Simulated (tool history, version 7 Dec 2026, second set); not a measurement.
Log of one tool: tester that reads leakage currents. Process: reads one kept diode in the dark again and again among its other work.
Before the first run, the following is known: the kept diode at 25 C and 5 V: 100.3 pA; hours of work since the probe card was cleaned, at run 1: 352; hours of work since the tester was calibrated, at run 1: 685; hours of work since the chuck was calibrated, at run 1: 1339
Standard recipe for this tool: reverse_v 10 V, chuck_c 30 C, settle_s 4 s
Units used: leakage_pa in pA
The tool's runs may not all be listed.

run   hour  reverse_v  chuck_c  settle_s  hours of work since the probe card was cleaned  hours of work since the tester was calibrated  hours of work since the chuck was calibrated  leakage_pa
  1      0         10       30         4                                             352                                            685                                          1339      192.25
  2   51.1        4.6       30         4                                             382                                            715                                          1370      140.94
  3   87.8        8.4       30         4                                             404                                            737                                          1391      178.11
  4  138.9        3.2       30         4                                             435                                            767                                          1422      121.91
  5  182.8        3.2       30         4                                             461                                            793                                          1448      122.25
  6  206.9        3.2       30         4                                             475                                            808                                          1462      121.96
  7  239.6         10       30      6.21                                             495                                            827                                          1482      191.57
  8  284.5          1       30      6.21                                             521                                            854                                          1508       76.43
  9  334.8          1       30      6.21                                             551                                            884                                          1538       76.59
       340  -- probe card cleaned and baked
 10  377.2        3.1       30         4                                              22                                            907                                          1562      119.84
 11  420.7        2.2       39      0.74                                              48                                            933                                          1588      233.24
 12  449.5        9.7       54         4                                              65                                            950                                          1605     1468.02
 13  481.7       12.1       55         4                                              84                                            969                                          1624     1726.81
 14  527.3       15.3       24      2.89                                             111                                            996                                          1651      132.38
 15  563.8        9.1       31      0.57                                             133                                           1018                                          1673      202.55
 16    599        9.1       31      0.57                                             154                                           1039                                          1694      202.15
     610.4  -- probe card cleaned and baked, once more
 17  626.9        5.1       22      1.35                                              10                                           1054                                          1708       66.39
 18  680.6         10       26      1.28                                              42                                           1086                                          1740      127.73
 19  727.4         10       23      0.32                                              70                                           1114                                          1768       96.94
 20  764.1         10       32      4.05                                              91                                           1135                                          1790      222.57

How would selected steps in leakage_pa from run to run divide? Give the signed amount a tool lacking its hidden state would still show from settings, what came in and random variation, and the signed amount left for the hidden state, including any gauge scatter that is not in both of the compared results.
The tool's hidden condition here consists of: stray current of the dirty probe card, pA a volt; current scale over the true one, %; true chuck temperature over the reading, C; drift of the gauge itself on leakage_pa, %.
Run 11 -> 12: reverse_v 2.2 -> 9.7, chuck_c 39 -> 54, settle_s 0.74 -> 4. leakage_pa +1234.78 pA: hidden state -128.08, all else +1362.86.
Run 13 -> 14: reverse_v 12.1 -> 15.3, chuck_c 55 -> 24, settle_s 4 -> 2.89. leakage_pa -1594.43 pA: hidden state +172.17, all else -1766.6.
